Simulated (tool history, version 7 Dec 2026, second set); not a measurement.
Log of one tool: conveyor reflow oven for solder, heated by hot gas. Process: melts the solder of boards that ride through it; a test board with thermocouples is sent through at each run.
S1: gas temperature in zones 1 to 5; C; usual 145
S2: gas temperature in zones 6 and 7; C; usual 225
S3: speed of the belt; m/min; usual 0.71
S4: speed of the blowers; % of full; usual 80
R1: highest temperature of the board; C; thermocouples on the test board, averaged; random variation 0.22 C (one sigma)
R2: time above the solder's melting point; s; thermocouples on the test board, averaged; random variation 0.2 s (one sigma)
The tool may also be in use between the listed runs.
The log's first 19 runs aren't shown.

At day 25.058: thermocouples of zones 6 and 7 changed.
Run 20, day 25.9: usual settings but S1 142 C, S2 214 C, S3 0.582 m/min, S4 57 % of full. Result: R1 201 C, R2 47.2 s.
Run 21, day 27.117: usual settings but S1 155 C, S2 227 C, S3 0.804 m/min, S4 87 % of full. Result: R1 210.9 C, R2 45.5 s.
At day 28.35: flux residue cleaned out of gas plates and filters.
Run 22, day 28.404: usual settings but S1 157 C, S2 236 C, S3 0.58 m/min, S4 65 % of full. Result: R1 224.5 C, R2 76 s.
Run 23, day 29.575: usual settings but S1 157 C, S2 236 C, S3 0.58 m/min, S4 65 % of full. Result: R1 224.6 C, R2 75.9 s.
Run 24, day 31.033: usual settings but S1 146 C, S2 236 C, S3 0.58 m/min, S4 65 % of full. Result: R1 222.8 C, R2 70.3 s.
Run 25, day 31.954: usual settings but S1 133 C, S2 230 C, S3 0.587 m/min, S4 65 % of full. Result: R1 215.4 C, R2 58.4 s.
Run 26, day 33.317: usual settings but S1 148 C, S2 219 C, S3 0.602 m/min, S4 58 % of full. Result: R1 206.2 C, R2 53.6 s.
Run 27, day 34.212: usual settings but S1 148 C, S2 219 C, S3 0.602 m/min, S4 58 % of full. Result: R1 205.9 C, R2 53.7 s.
Run 28, day 35.362: usual settings but S1 141 C, S3 0.644 m/min. Result: R1 212 C, R2 53.5 s.
Run 29, day 36.346: usual settings but S1 152 C, S2 236 C, S3 0.809 m/min. Result: R1 216.9 C, R2 47.6 s.
Run 30, day 37.767: usual settings but S1 152 C, S2 236 C, S3 0.809 m/min. Result: R1 216.9 C, R2 47.6 s.
Run 31, day 38.983: usual settings but S2 231 C, S4 73 % of full. Result: R1 214.1 C, R2 50.1 s.

3 ways to go on from here, each from the tool as it stands after run 31. What would each give?
Run A, day 40.833: usual settings but S3 0.7 m/min. Result: R1 ?, R2 ?.
Run B, day 40.833: usual settings but S2 231 C, S4 75 % of full. Result: R1 ?, R2 ?.
Run C, day 40.833: usual settings but S1 151 C, S2 215 C. Result: R1 ?, R2 ?.

run     R1    R2
  A  210.4  48.3
  B  214.7  50.7
  C  202.6  43.2
Without the tool's hidden state the same runs would have given:
run     R1    R2
  A  210.4  48.3
  B  214.7  50.7
  C  202.6  43.2
